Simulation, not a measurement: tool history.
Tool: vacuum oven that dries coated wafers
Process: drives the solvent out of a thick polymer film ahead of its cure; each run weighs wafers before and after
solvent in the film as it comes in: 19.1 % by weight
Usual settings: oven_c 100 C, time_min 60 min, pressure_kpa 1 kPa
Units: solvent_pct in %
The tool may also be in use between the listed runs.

run 1 hour=0 | oven_c=100 time_min=60 pressure_kpa=1 | solvent_pct=1.62
run 2 hour=14.8 | oven_c=100 time_min=60 pressure_kpa=1 | solvent_pct=1.53
run 3 hour=22.3 | oven_c=100 time_min=60 pressure_kpa=0.97 | solvent_pct=1.5
run 4 hour=34.9 | oven_c=100 time_min=60 pressure_kpa=0.97 | solvent_pct=1.51
run 5 hour=47.2 | oven_c=100 time_min=60 pressure_kpa=0.53 | solvent_pct=1.2
-- hour=49.5 vacuum gauge cleaned of residue and calibrated
run 6 hour=62.3 | oven_c=100 time_min=60 pressure_kpa=0.53 | solvent_pct=1.33
run 7 hour=68.9 | oven_c=107 time_min=53 pressure_kpa=1.25 | solvent_pct=0.99
run 8 hour=78.8 | oven_c=107 time_min=39 pressure_kpa=1.31 | solvent_pct=1.4
run 9 hour=93.6 | oven_c=107 time_min=39 pressure_kpa=1.31 | solvent_pct=1.56
run 10 hour=100.4 | oven_c=107 time_min=39 pressure_kpa=1.31 | solvent_pct=1.43
run 11 hour=113.9 | oven_c=100 time_min=60 pressure_kpa=3.53 | solvent_pct=3.21
run 12 hour=120.9 | oven_c=86 time_min=61 pressure_kpa=1 | solvent_pct=6.23

Forecast each of these 5 alternatives for the next run:
-- hour=134.2 vacuum gauge cleaned of residue and calibrated, once more
run A hour=136.3 | oven_c=100 time_min=60 pressure_kpa=2.43 | solvent_pct=?
-- hour=134.2 vacuum gauge cleaned of residue and calibrated, once more
run B hour=136.3 | oven_c=100 time_min=60 pressure_kpa=0.77 | solvent_pct=?
-- hour=134.2 vacuum gauge cleaned of residue and calibrated, once more
run C hour=136.3 | oven_c=104 time_min=74 pressure_kpa=2.18 | solvent_pct=?
-- hour=134.2 vacuum gauge cleaned of residue and calibrated, once more
run D hour=136.3 | oven_c=90 time_min=42 pressure_kpa=0.74 | solvent_pct=?
-- hour=134.2 vacuum gauge cleaned of residue and calibrated, once more
run E hour=136.3 | oven_c=100 time_min=60 pressure_kpa=0.51 | solvent_pct=?

run=A solvent_pct=2.37
run=B solvent_pct=1.32
run=C solvent_pct=1.36
run=D solvent_pct=6.1
run=E solvent_pct=1.1
Without the tool's hidden state the same runs would have given:
run=A solvent_pct=2.61
run=B solvent_pct=1.52
run=C solvent_pct=1.46
run=D solvent_pct=6.55
run=E solvent_pct=1.3

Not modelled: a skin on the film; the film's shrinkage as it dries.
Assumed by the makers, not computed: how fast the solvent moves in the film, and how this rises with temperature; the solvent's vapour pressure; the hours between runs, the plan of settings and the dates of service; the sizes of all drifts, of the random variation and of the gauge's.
